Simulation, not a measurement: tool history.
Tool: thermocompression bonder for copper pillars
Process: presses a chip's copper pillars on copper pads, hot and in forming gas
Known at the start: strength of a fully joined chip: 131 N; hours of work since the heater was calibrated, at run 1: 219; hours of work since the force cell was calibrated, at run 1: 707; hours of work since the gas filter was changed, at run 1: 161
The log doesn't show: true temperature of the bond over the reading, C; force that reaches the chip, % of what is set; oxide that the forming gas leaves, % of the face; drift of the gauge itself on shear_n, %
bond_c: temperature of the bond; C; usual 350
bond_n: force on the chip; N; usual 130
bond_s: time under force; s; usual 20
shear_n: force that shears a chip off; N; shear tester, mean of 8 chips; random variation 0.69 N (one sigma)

| run | hour | bond_c | bond_n | bond_s | hours of work since the heater was calibrated | hours of work since the force cell was calibrated | hours of work since the gas filter was changed | shear_n |
|---|---|---|---|---|---|---|---|---|
| 1 | 0 | 350 | 130 | 20 | 219 | 707 | 161 | 96.4 |
| 2 | 8.4 | 350 | 130 | 20 | 224 | 711 | 165 | 94.9 |
| 3 | 18.2 | 350 | 130 | 19 | 229 | 717 | 171 | 93.9 |
| 4 | 25.6 | 350 | 177 | 19 | 233 | 721 | 175 | 108 |
|  | 30.9 | forming gas filter changed |
| 5 | 33.3 | 350 | 177 | 19 | 237 | 725 | 1 | 107.5 |
| 6 | 43.2 | 350 | 177 | 19 | 242 | 730 | 7 | 107.2 |
| 7 | 52.6 | 350 | 177 | 19 | 248 | 735 | 12 | 107.1 |
| 8 | 60 | 354 | 95 | 11 | 252 | 739 | 16 | 68.4 |
| 9 | 68.1 | 332 | 140 | 20 | 256 | 744 | 20 | 87.3 |
| 10 | 77.3 | 344 | 159 | 34 | 261 | 749 | 25 | 111.3 |
| 11 | 84.3 | 327 | 116 | 34 | 265 | 753 | 29 | 88.2 |
| 12 | 89.6 | 327 | 116 | 34 | 268 | 755 | 32 | 86.3 |
| 13 | 97.3 | 375 | 116 | 58 | 272 | 760 | 36 | 122.2 |
| 14 | 107.2 | 350 | 130 | 28 | 277 | 765 | 42 | 103.5 |

Forecast each of these 3 alternatives for the next run:
| A | 113.4 | 350 | 130 | 56 | 281 | 768 | 45 | ? |
| B | 113.4 | 350 | 151 | 28 | 281 | 768 | 45 | ? |
| C | 113.4 | 323 | 148 | 48 | 281 | 768 | 45 | ? |

| run | shear_n |
|---|---|
| A | 113.9 |
| B | 108.5 |
| C | 104 |
Without the tool's hidden state the same runs would have given:
| run | shear_n |
|---|---|
| A | 113.9 |
| B | 108.4 |
| C | 103.9 |
